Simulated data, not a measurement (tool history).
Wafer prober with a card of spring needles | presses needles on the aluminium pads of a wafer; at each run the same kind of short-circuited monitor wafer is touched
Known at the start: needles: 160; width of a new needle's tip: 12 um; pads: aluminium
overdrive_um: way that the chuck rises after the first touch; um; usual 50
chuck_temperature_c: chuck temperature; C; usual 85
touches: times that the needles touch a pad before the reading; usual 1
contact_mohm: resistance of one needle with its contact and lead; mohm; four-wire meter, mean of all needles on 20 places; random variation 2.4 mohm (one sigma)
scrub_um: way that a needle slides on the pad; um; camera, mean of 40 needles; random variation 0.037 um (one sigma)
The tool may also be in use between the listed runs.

Run 1, day 0.000: usual settings. Result: contact_mohm 364 mohm, scrub_um 10.74 um.
At day 0.079: tips cleaned on abrasive film.
At day 0.429: tips cleaned on abrasive film.
At day 0.767: tips cleaned on abrasive film.
Run 2, day 0.875: usual settings. Result: contact_mohm 333 mohm, scrub_um 10.55 um.
At day 1.092: tips cleaned on abrasive film.
Run 3, day 1.338: usual settings. Result: contact_mohm 370 mohm, scrub_um 10.52 um.
At day 1.417: tips cleaned on abrasive film.
At day 1.762: tips cleaned on abrasive film.
Run 4, day 1.875: usual settings. Result: contact_mohm 346 mohm, scrub_um 10.43 um.
At day 2.075: tips cleaned on abrasive film.
At day 2.238: height of the first contact set anew.
At day 2.417: tips cleaned on abrasive film.
At day 2.750: tips cleaned on abrasive film.
Run 5, day 2.975: usual settings. Result: contact_mohm 365 mohm, scrub_um 11.28 um.
At day 3.125: tips cleaned on abrasive film.
At day 3.446: tips cleaned on abrasive film.
Run 6, day 3.492: usual settings. Result: contact_mohm 306 mohm, scrub_um 11.17 um.
At day 3.800: tips cleaned on abrasive film.
At day 4.146: tips cleaned on abrasive film.
Run 7, day 4.379: usual settings. Result: contact_mohm 361 mohm, scrub_um 11.12 um.
At day 4.458: tips cleaned on abrasive film.
At day 4.783: tips cleaned on abrasive film.
At day 5.092: tips cleaned on abrasive film.
Run 8, day 5.092: usual settings but overdrive_um 61 um. Result: contact_mohm 272 mohm, scrub_um 13.53 um.
At day 5.408: tips cleaned on abrasive film.
At day 5.779: tips cleaned on abrasive film.
Run 9, day 6.008: usual settings but touches 2. Result: contact_mohm 333 mohm, scrub_um 11.05 um.
At day 6.088: tips cleaned on abrasive film.
At day 6.450: tips cleaned on abrasive film, once more.
At day 6.812: tips cleaned on abrasive film.
Run 10, day 6.917: usual settings but touches 2. Result: contact_mohm 314 mohm, scrub_um 11.01 um.
At day 7.142: tips cleaned on abrasive film.
At day 7.517: tips cleaned on abrasive film.
Run 11, day 7.521: usual settings but chuck_temperature_c 42 C. Result: contact_mohm 276 mohm, scrub_um 11.03 um.
At day 7.875: tips cleaned on abrasive film.
Run 12, day 8.004: usual settings but chuck_temperature_c 42 C. Result: contact_mohm 329 mohm, scrub_um 10.98 um.
At day 8.196: tips cleaned on abrasive film.
At day 8.521: tips cleaned on abrasive film.
Run 13, day 8.762: usual settings but overdrive_um 57 um, chuck_temperature_c 49 C. Result: contact_mohm 344 mohm, scrub_um 12.50 um.
At day 8.838: tips cleaned on abrasive film.
At day 9.167: tips cleaned on abrasive film.
At day 9.508: tips cleaned on abrasive film.
Run 14, day 9.796: usual settings but overdrive_um 57 um, chuck_temperature_c 49 C. Result: contact_mohm 354 mohm, scrub_um 12.40 um.
At day 9.867: tips cleaned on abrasive film.
At day 10.208: tips cleaned on abrasive film.
At day 10.567: tips cleaned on abrasive film.
Run 15, day 10.688: usual settings but overdrive_um 61 um, chuck_temperature_c 38 C, touches 2. Result: contact_mohm 290 mohm, scrub_um 13.26 um.
At day 10.900: tips cleaned on abrasive film.
At day 11.229: tips cleaned on abrasive film.
Run 16, day 11.350: usual settings but overdrive_um 61 um, chuck_temperature_c 34 C, touches 2. Result: contact_mohm 290 mohm, scrub_um 13.28 um.
At day 11.558: tips cleaned on abrasive film.
At day 11.917: tips cleaned on abrasive film.
At day 12.238: tips cleaned on abrasive film.
Run 17, day 12.338: usual settings but overdrive_um 64 um, chuck_temperature_c 34 C, touches 2. Result: contact_mohm 282 mohm, scrub_um 13.95 um.
At day 12.554: tips cleaned on abrasive film.
Run 18, day 12.833: usual settings but overdrive_um 31 um, chuck_temperature_c 41 C. Result: contact_mohm 579 mohm, scrub_um 6.48 um.
At day 12.912: tips cleaned on abrasive film.
At day 13.225: tips cleaned on abrasive film.
Run 19, day 13.517: usual settings but overdrive_um 66 um, chuck_temperature_c 119 C. Result: contact_mohm 346 mohm, scrub_um 14.31 um.
At day 13.596: tips cleaned on abrasive film.
At day 13.975: tips cleaned on abrasive film.
At day 14.296: tips cleaned on abrasive film.
At day 14.617: tips cleaned on abrasive film.
Run 20, day 14.617: usual settings but overdrive_um 66 um, chuck_temperature_c 119 C. Result: contact_mohm 289 mohm, scrub_um 14.17 um.
At day 14.892: height of the first contact set anew.
At day 14.975: tips cleaned on abrasive film.
At day 15.338: tips cleaned on abrasive film.
Run 21, day 15.362: usual settings but chuck_temperature_c 31 C. Result: contact_mohm 284 mohm, scrub_um 11.20 um.
At day 15.675: tips cleaned on abrasive film.
Run 22, day 15.879: usual settings but overdrive_um 59 um, chuck_temperature_c 33 C, touches 3. Result: contact_mohm 285 mohm, scrub_um 13.26 um.
At day 16.000: tips cleaned on abrasive film.
At day 16.333: tips cleaned on abrasive film.
At day 16.671: tips cleaned on abrasive film.
Run 23, day 16.671: usual settings but overdrive_um 59 um, chuck_temperature_c 33 C, touches 3. Result: contact_mohm 263 mohm, scrub_um 13.24 um.
At day 16.988: tips cleaned on abrasive film.
At day 17.329: tips cleaned on abrasive film.
Run 24, day 17.546: usual settings but overdrive_um 59 um, chuck_temperature_c 33 C, touches 3. Result: contact_mohm 286 mohm, scrub_um 13.18 um.

Forecast each of these 3 alternatives for the next run:
At day 17.683: tips cleaned on abrasive film.
At day 18.042: tips cleaned on abrasive film.
At day 18.379: tips cleaned on abrasive film.
Run A, day 18.379: usual settings but overdrive_um 35 um, chuck_temperature_c 26 C. Result: contact_mohm ?, scrub_um ?.
At day 17.683: tips cleaned on abrasive film.
At day 18.042: tips cleaned on abrasive film.
At day 18.379: tips cleaned on abrasive film.
Run B, day 18.379: usual settings but overdrive_um 31 um, chuck_temperature_c 29 C, touches 2. Result: contact_mohm ?, scrub_um ?.
At day 17.683: tips cleaned on abrasive film.
At day 18.042: tips cleaned on abrasive film.
At day 18.379: tips cleaned on abrasive film.
Run C, day 18.379: usual settings but overdrive_um 59 um, chuck_temperature_c 119 C, touches 2. Result: contact_mohm ?, scrub_um ?.

run  contact_mohm  scrub_um
  A           278      7.65
  B           278      6.76
  C           286     13.11
Without the tool's hidden state the same runs would have given:
run  contact_mohm  scrub_um
  A           261      7.84
  B           263      6.95
  C           280     13.30

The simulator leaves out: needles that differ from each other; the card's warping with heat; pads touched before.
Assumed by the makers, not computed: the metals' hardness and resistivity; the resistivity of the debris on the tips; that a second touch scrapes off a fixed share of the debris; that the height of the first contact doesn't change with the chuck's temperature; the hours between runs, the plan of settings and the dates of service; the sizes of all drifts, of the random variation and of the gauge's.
